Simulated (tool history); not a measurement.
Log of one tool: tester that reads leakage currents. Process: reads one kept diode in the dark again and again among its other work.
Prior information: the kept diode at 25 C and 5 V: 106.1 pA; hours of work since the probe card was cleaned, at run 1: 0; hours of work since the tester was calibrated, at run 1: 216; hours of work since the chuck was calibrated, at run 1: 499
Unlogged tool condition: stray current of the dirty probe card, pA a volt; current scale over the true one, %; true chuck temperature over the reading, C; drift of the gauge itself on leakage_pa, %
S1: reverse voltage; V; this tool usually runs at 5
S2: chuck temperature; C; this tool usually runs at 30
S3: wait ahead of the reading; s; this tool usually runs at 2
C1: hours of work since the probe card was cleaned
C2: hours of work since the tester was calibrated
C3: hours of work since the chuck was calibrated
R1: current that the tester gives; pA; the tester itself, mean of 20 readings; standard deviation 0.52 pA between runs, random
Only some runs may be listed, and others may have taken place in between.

run 1 hour=0 | S1=5 S2=30 S3=2 | C1=0 C2=216 C3=499 | R1=171.1
run 2 hour=136.4 | S1=5 S2=30 S3=2 | C1=81 C2=297 C3=580 | R1=170.56
run 3 hour=241.1 | S1=5 S2=30 S3=2 | C1=143 C2=359 C3=643 | R1=171.45
run 4 hour=349 | S1=5 S2=30 S3=2 | C1=207 C2=423 C3=707 | R1=171.95
run 5 hour=431.1 | S1=5 S2=30 S3=2 | C1=256 C2=472 C3=755 | R1=170.76
run 6 hour=561.2 | S1=5 S2=30 S3=2 | C1=333 C2=549 C3=833 | R1=171.81
run 7 hour=655.5 | S1=5 S2=30 S3=2 | C1=389 C2=605 C3=889 | R1=172.02
-- hour=753 chuck's temperature calibrated
run 8 hour=815.5 | S1=5 S2=30 S3=2 | C1=483 C2=699 C3=37 | R1=171.45
run 9 hour=952.7 | S1=5 S2=24 S3=2 | C1=565 C2=780 C3=119 | R1=97.57
run 10 hour=1059 | S1=5 S2=24 S3=2 | C1=628 C2=843 C3=182 | R1=97.34
run 11 hour=1194.8 | S1=5 S2=24 S3=2 | C1=708 C2=924 C3=262 | R1=97.75
run 12 hour=1314.7 | S1=4.39 S2=53 S3=4.35 | C1=779 C2=995 C3=334 | R1=1175.68
run 13 hour=1440.5 | S1=7.47 S2=46 S3=1.15 | C1=854 C2=1070 C3=408 | R1=818.95
run 14 hour=1606 | S1=1.32 S2=44 S3=1.15 | C1=952 C2=1168 C3=507 | R1=354.71
run 15 hour=1733.6 | S1=5.72 S2=44 S3=3.43 | C1=1028 C2=1244 C3=582 | R1=619.78
run 16 hour=1836.3 | S1=5 S2=58 S3=2 | C1=1089 C2=1305 C3=643 | R1=1835.19
run 17 hour=1928.7 | S1=8.75 S2=33 S3=0.35 | C1=1144 C2=1360 C3=698 | R1=287.92
run 18 hour=2037.9 | S1=1.46 S2=22 S3=0.35 | C1=1209 C2=1425 C3=763 | R1=51.29
run 19 hour=2155.3 | S1=1.84 S2=29 S3=1.98 | C1=1279 C2=1494 C3=833 | R1=105.67
run 20 hour=2272.6 | S1=1.46 S2=39 S3=1.68 | C1=1348 C2=1564 C3=902 | R1=239.75
-- hour=2354.5 chuck's temperature calibrated
run 21 hour=2427 | S1=5 S2=27 S3=2 | C1=1439 C2=1654 C3=43 | R1=128.59
run 22 hour=2540.7 | S1=5 S2=27 S3=2 | C1=1506 C2=1722 C3=111 | R1=129.42

Alternative continuations, all from the tool just after run 22; predict every row:
run A hour=2624.5 | S1=5 S2=55 S3=2 | C1=1556 C2=1772 C3=160 | R1=?
run B hour=2624.5 | S1=5 S2=27 S3=5.1 | C1=1556 C2=1772 C3=160 | R1=?
run C hour=2624.5 | S1=5 S2=20 S3=2 | C1=1556 C2=1772 C3=160 | R1=?

run=A R1=1456.22
run=B R1=128.39
run=C R1=66.37
What these runs would have given with no unlogged condition in the tool:
run=A R1=1455.84
run=B R1=128.32
run=C R1=66.33

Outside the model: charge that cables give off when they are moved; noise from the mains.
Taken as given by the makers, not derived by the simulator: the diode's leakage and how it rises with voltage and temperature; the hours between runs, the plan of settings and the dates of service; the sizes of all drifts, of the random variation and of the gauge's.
